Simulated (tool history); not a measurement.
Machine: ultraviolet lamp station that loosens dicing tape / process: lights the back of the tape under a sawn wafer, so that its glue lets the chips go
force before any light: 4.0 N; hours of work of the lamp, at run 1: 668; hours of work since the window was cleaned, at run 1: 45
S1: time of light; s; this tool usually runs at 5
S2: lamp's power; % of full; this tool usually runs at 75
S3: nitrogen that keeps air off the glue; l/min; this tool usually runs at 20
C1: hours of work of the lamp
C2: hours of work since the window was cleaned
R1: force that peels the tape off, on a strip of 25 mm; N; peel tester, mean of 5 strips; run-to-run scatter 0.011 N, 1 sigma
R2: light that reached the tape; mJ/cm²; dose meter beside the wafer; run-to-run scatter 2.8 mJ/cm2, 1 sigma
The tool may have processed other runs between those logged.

{"run": 1, "hour": 0.0, "S1": 5, "S2": 75, "S3": 20, "C1": 668, "C2": 45, "R1": 0.783, "R2": 303}
{"run": 2, "hour": 79.4, "S1": 5, "S2": 75, "S3": 20, "C1": 707, "C2": 84, "R1": 0.807, "R2": 295}
{"run": 3, "hour": 164.5, "S1": 5, "S2": 75, "S3": 20, "C1": 748, "C2": 125, "R1": 0.85, "R2": 286}
{"run": 4, "hour": 238.3, "S1": 5, "S2": 75, "S3": 20, "C1": 784, "C2": 161, "R1": 0.856, "R2": 279}
{"run": 5, "hour": 278.9, "S1": 5, "S2": 75, "S3": 20, "C1": 803, "C2": 180, "R1": 0.863, "R2": 278}
{"hour": 338.5, "done": "lamp changed"}
{"run": 6, "hour": 357.6, "S1": 5, "S2": 75, "S3": 20, "C1": 9, "C2": 218, "R1": 0.577, "R2": 376}
{"hour": 444.5, "done": "window cleaned of glue's vapour"}
{"run": 7, "hour": 444.5, "S1": 5, "S2": 75, "S3": 20, "C1": 51, "C2": 0, "R1": 0.558, "R2": 386}
{"run": 8, "hour": 498.9, "S1": 5, "S2": 75, "S3": 20, "C1": 77, "C2": 26, "R1": 0.536, "R2": 383}
{"run": 9, "hour": 583.1, "S1": 5, "S2": 75, "S3": 20, "C1": 118, "C2": 67, "R1": 0.569, "R2": 373}
{"run": 10, "hour": 647.5, "S1": 6, "S2": 75, "S3": 20, "C1": 149, "C2": 98, "R1": 0.444, "R2": 441}
{"run": 11, "hour": 694.5, "S1": 5, "S2": 75, "S3": 24, "C1": 172, "C2": 121, "R1": 0.558, "R2": 359}
{"run": 12, "hour": 768.0, "S1": 5, "S2": 75, "S3": 20, "C1": 207, "C2": 156, "R1": 0.611, "R2": 351}
{"run": 13, "hour": 826.0, "S1": 10, "S2": 75, "S3": 20, "C1": 235, "C2": 184, "R1": 0.218, "R2": 691}
{"run": 14, "hour": 891.6, "S1": 10, "S2": 75, "S3": 20, "C1": 267, "C2": 216, "R1": 0.247, "R2": 688}
{"run": 15, "hour": 939.2, "S1": 10, "S2": 75, "S3": 20, "C1": 290, "C2": 239, "R1": 0.237, "R2": 677}
{"hour": 977.9, "done": "window cleaned of glue's vapour"}
{"run": 16, "hour": 995.7, "S1": 10, "S2": 75, "S3": 20, "C1": 317, "C2": 9, "R1": 0.224, "R2": 690}
{"run": 17, "hour": 1035.6, "S1": 6, "S2": 72, "S3": 14, "C1": 336, "C2": 28, "R1": 0.592, "R2": 396}
{"run": 18, "hour": 1098.0, "S1": 2, "S2": 85, "S3": 12, "C1": 367, "C2": 58, "R1": 1.832, "R2": 149}
{"run": 19, "hour": 1183.8, "S1": 5, "S2": 89, "S3": 20, "C1": 408, "C2": 100, "R1": 0.511, "R2": 394}
{"run": 20, "hour": 1244.7, "S1": 5, "S2": 89, "S3": 20, "C1": 437, "C2": 129, "R1": 0.52, "R2": 385}
{"run": 21, "hour": 1294.6, "S1": 5, "S2": 89, "S3": 20, "C1": 462, "C2": 153, "R1": 0.519, "R2": 383}
{"run": 22, "hour": 1361.5, "S1": 5, "S2": 73, "S3": 23, "C1": 494, "C2": 185, "R1": 0.733, "R2": 310}
{"run": 23, "hour": 1411.7, "S1": 2, "S2": 79, "S3": 20, "C1": 518, "C2": 210, "R1": 1.925, "R2": 132}
{"run": 24, "hour": 1474.1, "S1": 3, "S2": 75, "S3": 37, "C1": 548, "C2": 240, "R1": 1.248, "R2": 184}
{"hour": 1514.7, "done": "window cleaned of glue's vapour"}
{"run": 25, "hour": 1542.8, "S1": 3, "S2": 75, "S3": 37, "C1": 581, "C2": 14, "R1": 1.216, "R2": 185}

Run by run, hidden condition taken away, random variation retained:
What the log doesn't record here: lamp's light, % of a new lamp's; light that the window lets through, % of a clean one's; drift of the gauge itself on peel_n, %; drift of the gauge itself on dose_mj_cm2, %.
run=1 R1=0.523 R2=396
run=2 R1=0.519 R2=395
run=3 R1=0.528 R2=394
run=4 R1=0.513 R2=394
run=5 R1=0.512 R2=396
run=6 R1=0.526 R2=399
run=7 R1=0.533 R2=397
run=8 R1=0.5 R2=400
run=9 R1=0.514 R2=398
run=10 R1=0.391 R2=478
run=11 R1=0.483 R2=394
run=12 R1=0.513 R2=393
run=13 R1=0.196 R2=785
run=14 R1=0.22 R2=794
run=15 R1=0.208 R2=793
run=16 R1=0.201 R2=789
run=17 R1=0.473 R2=457
run=18 R1=1.608 R2=175
run=19 R1=0.383 R2=473
run=20 R1=0.378 R2=470
run=21 R1=0.368 R2=473
run=22 R1=0.515 R2=390
run=23 R1=1.574 R2=168
run=24 R1=0.908 R2=239
run=25 R1=0.929 R2=232
